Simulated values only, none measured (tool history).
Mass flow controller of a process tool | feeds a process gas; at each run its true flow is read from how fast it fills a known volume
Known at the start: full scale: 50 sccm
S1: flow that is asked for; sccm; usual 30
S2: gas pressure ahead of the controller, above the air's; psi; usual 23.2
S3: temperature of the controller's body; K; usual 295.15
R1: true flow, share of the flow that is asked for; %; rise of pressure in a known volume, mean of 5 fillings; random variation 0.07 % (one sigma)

run	day	S1	S2	S3	R1
1	0.000	30	23.2	295.15	99.42
2	6.738	30	23.2	295.15	99.58
3	10.717	30	23.2	295.15	99.47
4	15.075	30	23.2	295.15	99.50
5	24.183	30	23.2	295.15	99.52
6	29.779	30	23.2	295.15	99.43
7	36.142	30	23.2	295.15	99.59
8	40.442	7	23.2	295.15	102.23
9	49.654	7	23.2	295.15	102.31
10	54.875	7	23.2	295.15	102.38
11	62.042	7	23.2	295.15	102.43
# day 62.808: controller's zero set anew
12	66.342	7	23.2	295.15	104.64
13	71.850	7	23.2	295.15	104.72
14	80.438	7	23.2	295.15	104.82
15	84.283	7	23.2	295.15	104.75
16	92.346	25	23.2	298.15	100.02
17	100.346	12	23.2	306.15	101.53
18	105.762	11	35.2	304.15	101.82
19	110.875	11	35.2	304.15	101.79
# day 114.775: controller's zero set anew, once more
20	116.417	30	23.2	312.15	97.40
21	120.558	30	23.2	312.15	97.40
22	128.871	5	23.2	295.15	97.33
23	132.892	10	31.5	305.15	96.79
24	139.275	16	30.6	295.15	97.40
25	143.104	6	31.0	303.15	96.98
26	151.367	6	22.8	303.15	97.35
27	159.121	8	39.0	296.15	97.27
28	163.275	7	22.9	308.15	97.26

Forecast each of these 5 alternatives for the next run:
A	171.521	18	37.6	296.15	?
B	171.521	21	34.4	305.15	?
C	171.521	7	36.5	298.15	?
D	171.521	30	23.2	296.15	?
E	171.521	30	33.9	295.15	?

run	R1
A	97.49
B	97.15
C	97.36
D	98.23
E	98.10
Without the tool's hidden state the same runs would have given:
run	R1
A	98.31
B	98.03
C	97.57
D	99.20
E	99.08
